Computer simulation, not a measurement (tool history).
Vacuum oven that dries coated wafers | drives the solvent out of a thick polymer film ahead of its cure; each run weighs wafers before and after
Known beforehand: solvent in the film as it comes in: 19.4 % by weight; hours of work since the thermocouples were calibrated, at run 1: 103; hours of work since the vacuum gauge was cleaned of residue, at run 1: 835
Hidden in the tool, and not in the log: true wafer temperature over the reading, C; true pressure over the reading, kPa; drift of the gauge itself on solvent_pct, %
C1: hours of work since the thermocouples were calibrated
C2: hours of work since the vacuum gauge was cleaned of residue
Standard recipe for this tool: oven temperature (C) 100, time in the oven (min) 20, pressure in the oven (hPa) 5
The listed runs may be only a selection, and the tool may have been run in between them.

run 1 hour=0 | oven_temperature_(C)=100 time_in_the_oven_(min)=20 pressure_in_the_oven_(hPa)=5 | C1=103 C2=835 | solvent_left_in_the_film_(%)=1.12
run 2 hour=10.4 | oven_temperature_(C)=100 time_in_the_oven_(min)=20 pressure_in_the_oven_(hPa)=5 | C1=108 C2=840 | solvent_left_in_the_film_(%)=1.13
run 3 hour=21.2 | oven_temperature_(C)=100 time_in_the_oven_(min)=20 pressure_in_the_oven_(hPa)=6.67 | C1=114 C2=845 | solvent_left_in_the_film_(%)=1.15
run 4 hour=36.5 | oven_temperature_(C)=100 time_in_the_oven_(min)=20 pressure_in_the_oven_(hPa)=6.67 | C1=121 C2=852 | solvent_left_in_the_film_(%)=1.21
run 5 hour=48.7 | oven_temperature_(C)=100 time_in_the_oven_(min)=20 pressure_in_the_oven_(hPa)=5 | C1=127 C2=858 | solvent_left_in_the_film_(%)=1.13
run 6 hour=64.6 | oven_temperature_(C)=100 time_in_the_oven_(min)=20 pressure_in_the_oven_(hPa)=5 | C1=135 C2=866 | solvent_left_in_the_film_(%)=1.15
run 7 hour=79.3 | oven_temperature_(C)=100 time_in_the_oven_(min)=20 pressure_in_the_oven_(hPa)=5 | C1=142 C2=873 | solvent_left_in_the_film_(%)=1.16
run 8 hour=89 | oven_temperature_(C)=100 time_in_the_oven_(min)=20 pressure_in_the_oven_(hPa)=5 | C1=146 C2=878 | solvent_left_in_the_film_(%)=1.14
run 9 hour=101.3 | oven_temperature_(C)=100 time_in_the_oven_(min)=20 pressure_in_the_oven_(hPa)=5 | C1=152 C2=884 | solvent_left_in_the_film_(%)=1.15
run 10 hour=114.2 | oven_temperature_(C)=100 time_in_the_oven_(min)=20 pressure_in_the_oven_(hPa)=5 | C1=159 C2=890 | solvent_left_in_the_film_(%)=1.16
run 11 hour=128.4 | oven_temperature_(C)=100 time_in_the_oven_(min)=20 pressure_in_the_oven_(hPa)=5 | C1=165 C2=897 | solvent_left_in_the_film_(%)=1.11
run 12 hour=140.9 | oven_temperature_(C)=101 time_in_the_oven_(min)=20 pressure_in_the_oven_(hPa)=5 | C1=171 C2=903 | solvent_left_in_the_film_(%)=1.05
run 13 hour=157.5 | oven_temperature_(C)=101 time_in_the_oven_(min)=20 pressure_in_the_oven_(hPa)=5 | C1=179 C2=911 | solvent_left_in_the_film_(%)=0.97
run 14 hour=168.5 | oven_temperature_(C)=100 time_in_the_oven_(min)=20 pressure_in_the_oven_(hPa)=5 | C1=185 C2=916 | solvent_left_in_the_film_(%)=1.14
run 15 hour=178.7 | oven_temperature_(C)=100 time_in_the_oven_(min)=20 pressure_in_the_oven_(hPa)=5 | C1=190 C2=921 | solvent_left_in_the_film_(%)=1.18
run 16 hour=186.6 | oven_temperature_(C)=110 time_in_the_oven_(min)=20 pressure_in_the_oven_(hPa)=5 | C1=194 C2=925 | solvent_left_in_the_film_(%)=0.28
run 17 hour=193.3 | oven_temperature_(C)=100 time_in_the_oven_(min)=20 pressure_in_the_oven_(hPa)=7.8 | C1=197 C2=928 | solvent_left_in_the_film_(%)=1.23
run 18 hour=201.1 | oven_temperature_(C)=100 time_in_the_oven_(min)=20 pressure_in_the_oven_(hPa)=7.8 | C1=201 C2=932 | solvent_left_in_the_film_(%)=1.23
run 19 hour=212.2 | oven_temperature_(C)=100 time_in_the_oven_(min)=20 pressure_in_the_oven_(hPa)=7.8 | C1=206 C2=937 | solvent_left_in_the_film_(%)=1.22
run 20 hour=221 | oven_temperature_(C)=100 time_in_the_oven_(min)=20 pressure_in_the_oven_(hPa)=7.8 | C1=210 C2=942 | solvent_left_in_the_film_(%)=1.2
run 21 hour=234.1 | oven_temperature_(C)=100 time_in_the_oven_(min)=20 pressure_in_the_oven_(hPa)=7.8 | C1=217 C2=948 | solvent_left_in_the_film_(%)=1.23
run 22 hour=244.4 | oven_temperature_(C)=100 time_in_the_oven_(min)=20 pressure_in_the_oven_(hPa)=7.8 | C1=222 C2=953 | solvent_left_in_the_film_(%)=1.21
run 23 hour=256.9 | oven_temperature_(C)=100 time_in_the_oven_(min)=36 pressure_in_the_oven_(hPa)=7.8 | C1=228 C2=959 | solvent_left_in_the_film_(%)=0.38
run 24 hour=268.3 | oven_temperature_(C)=100 time_in_the_oven_(min)=36 pressure_in_the_oven_(hPa)=7.8 | C1=233 C2=965 | solvent_left_in_the_film_(%)=0.36
run 25 hour=276.3 | oven_temperature_(C)=100 time_in_the_oven_(min)=10 pressure_in_the_oven_(hPa)=19.05 | C1=237 C2=968 | solvent_left_in_the_film_(%)=4.37
run 26 hour=290.6 | oven_temperature_(C)=100 time_in_the_oven_(min)=10 pressure_in_the_oven_(hPa)=19.05 | C1=244 C2=975 | solvent_left_in_the_film_(%)=4.37
run 27 hour=299.2 | oven_temperature_(C)=100 time_in_the_oven_(min)=10 pressure_in_the_oven_(hPa)=19.05 | C1=248 C2=980 | solvent_left_in_the_film_(%)=4.34
run 28 hour=312.2 | oven_temperature_(C)=100 time_in_the_oven_(min)=10 pressure_in_the_oven_(hPa)=19.05 | C1=254 C2=986 | solvent_left_in_the_film_(%)=4.31
run 29 hour=325.8 | oven_temperature_(C)=115 time_in_the_oven_(min)=32 pressure_in_the_oven_(hPa)=2.6 | C1=261 C2=992 | solvent_left_in_the_film_(%)=0.1
run 30 hour=342.3 | oven_temperature_(C)=115 time_in_the_oven_(min)=15 pressure_in_the_oven_(hPa)=3.09 | C1=269 C2=1000 | solvent_left_in_the_film_(%)=0.23
run 31 hour=356.5 | oven_temperature_(C)=115 time_in_the_oven_(min)=21 pressure_in_the_oven_(hPa)=3.09 | C1=276 C2=1007 | solvent_left_in_the_film_(%)=0.09
run 32 hour=365.4 | oven_temperature_(C)=115 time_in_the_oven_(min)=15 pressure_in_the_oven_(hPa)=7.48 | C1=280 C2=1012 | solvent_left_in_the_film_(%)=0.33
run 33 hour=381.3 | oven_temperature_(C)=90 time_in_the_oven_(min)=13 pressure_in_the_oven_(hPa)=14.18 | C1=288 C2=1019 | solvent_left_in_the_film_(%)=5.99

Run 34, settings as shown, results not yet in. Your forecast:
run 34 hour=389.9 | oven_temperature_(C)=90 time_in_the_oven_(min)=13 pressure_in_the_oven_(hPa)=14.18 | C1=292 C2=1023 | solvent_left_in_the_film_(%)=?

solvent left in the film (%): 6.07
Had the tool carried no hidden state, the very same run would have given solvent left in the film (%) 5.77.
